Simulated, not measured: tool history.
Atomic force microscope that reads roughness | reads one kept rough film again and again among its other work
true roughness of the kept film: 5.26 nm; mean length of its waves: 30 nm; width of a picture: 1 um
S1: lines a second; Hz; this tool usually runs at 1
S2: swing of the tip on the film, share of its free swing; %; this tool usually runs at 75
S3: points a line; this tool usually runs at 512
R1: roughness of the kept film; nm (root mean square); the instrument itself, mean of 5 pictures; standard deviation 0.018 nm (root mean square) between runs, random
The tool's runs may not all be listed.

run 1 hour=0 | S1=1 S2=75 S3=512 | R1=3.45
run 2 hour=26.6 | S1=1 S2=75 S3=397 | R1=3.298
run 3 hour=52.4 | S1=1 S2=75 S3=397 | R1=3.134
run 4 hour=64 | S1=1 S2=65 S3=397 | R1=3.112
run 5 hour=86.6 | S1=1 S2=65 S3=397 | R1=3.015
run 6 hour=113.4 | S1=1 S2=65 S3=397 | R1=2.905
run 7 hour=124.8 | S1=1 S2=75 S3=419 | R1=2.784
-- hour=138.8 new tip fitted
run 8 hour=151.7 | S1=1 S2=75 S3=419 | R1=4.195
run 9 hour=171.7 | S1=1.7 S2=58 S3=881 | R1=4.111
run 10 hour=191.7 | S1=1.7 S2=58 S3=359 | R1=3.942
run 11 hour=209.6 | S1=0.66 S2=63 S3=1008 | R1=3.812
run 12 hour=222.7 | S1=0.66 S2=63 S3=1008 | R1=3.763
run 13 hour=240.7 | S1=1.37 S2=56 S3=556 | R1=3.585
run 14 hour=264.2 | S1=1.37 S2=56 S3=556 | R1=3.42
run 15 hour=290.7 | S1=1.37 S2=56 S3=556 | R1=3.294
run 16 hour=304.2 | S1=1.54 S2=86 S3=449 | R1=2.981

Branching from run 16: 5 alternative next runs. What would each branch give?
run A hour=325.2 | S1=1.54 S2=89 S3=449 | R1=?
run B hour=325.2 | S1=1.61 S2=66 S3=777 | R1=?
run C hour=325.2 | S1=0.94 S2=80 S3=512 | R1=?
run D hour=325.2 | S1=0.97 S2=86 S3=366 | R1=?
run E hour=325.2 | S1=1.54 S2=78 S3=449 | R1=?

run=A R1=2.84
run=B R1=3.07
run=C R1=3.014
run=D R1=2.976
run=E R1=2.958
Stripped of hidden state, with their random variation kept, the same runs would have yielded:
run=A R1=4.055
run=B R1=4.382
run=C R1=4.301
run=D R1=4.249
run=E R1=4.222
